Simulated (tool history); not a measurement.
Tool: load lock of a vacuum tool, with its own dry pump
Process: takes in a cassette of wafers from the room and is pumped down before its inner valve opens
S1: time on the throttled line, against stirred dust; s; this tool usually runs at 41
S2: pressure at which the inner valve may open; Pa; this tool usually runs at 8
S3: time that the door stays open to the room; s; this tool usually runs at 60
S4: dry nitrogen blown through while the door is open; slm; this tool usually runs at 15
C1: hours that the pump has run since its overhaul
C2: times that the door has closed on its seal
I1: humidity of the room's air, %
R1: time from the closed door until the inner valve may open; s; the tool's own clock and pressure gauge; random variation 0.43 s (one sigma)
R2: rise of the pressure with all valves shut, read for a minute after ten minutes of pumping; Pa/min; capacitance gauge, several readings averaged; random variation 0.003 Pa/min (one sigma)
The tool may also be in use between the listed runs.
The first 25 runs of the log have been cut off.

run    hour  S1  S2   S3  S4    C1     C2    I1    R1     R2
 26  2410.8  67   7   39  20  7659  34205  44.8  88.7  0.122
 27  2490.1  41   8  170  15  7739  34572  45.9  67.3  0.148
 28  2633.8  41   8  170  15  7882  35237  40.7    67  0.141
 29  2738.3  41   8  170   7  7987  35721  45.9    68  0.166
 30  2801.5  37  10  102   7  8050  36014  43.8    64  0.143
 31  2883.8  24   8   60   7  8132  36394  42.6  54.5  0.138
 32  2977.1  41   8  186   5  8226  36826  43.4  67.3  0.172
 33  3092.8  41   8  186   5  8341  37362  44.3  67.8  0.173
 34  3200.1  67  12  214   5  8449  37858  44.2  86.8  0.174
 35  3305.9  55   8  214   5  8554  38348  46.2  78.3  0.183
 36    3414  55   8  214   5  8662  38849  44.4  79.8  0.182
 37  3493.2  56  13  162   5  8742  39215  48.5  78.4  0.174
 38    3596  56  13  162   5  8845  39691  47.7  77.4  0.179

Consider 3 possible next runs. They are alternatives, not a sequence: every one starts from the tool as it was left by run 38. What does each give?
  A  3708.8  29   8  60   8  8957  40213  43.5   ?   ?
  B  3708.8  41   6  28   5  8957  40213  46.7   ?   ?
  C  3708.8  40  12  80   5  8957  40213  45.5   ?   ?

run    R1     R2
  A    59  0.154
  B  70.1  0.151
  C  65.4  0.174
Take away the tool's hidden state, keep each run's random variation, and the runs would have read:
run    R1     R2
  A  55.8  0.042
  B    67  0.039
  C  62.6  0.061

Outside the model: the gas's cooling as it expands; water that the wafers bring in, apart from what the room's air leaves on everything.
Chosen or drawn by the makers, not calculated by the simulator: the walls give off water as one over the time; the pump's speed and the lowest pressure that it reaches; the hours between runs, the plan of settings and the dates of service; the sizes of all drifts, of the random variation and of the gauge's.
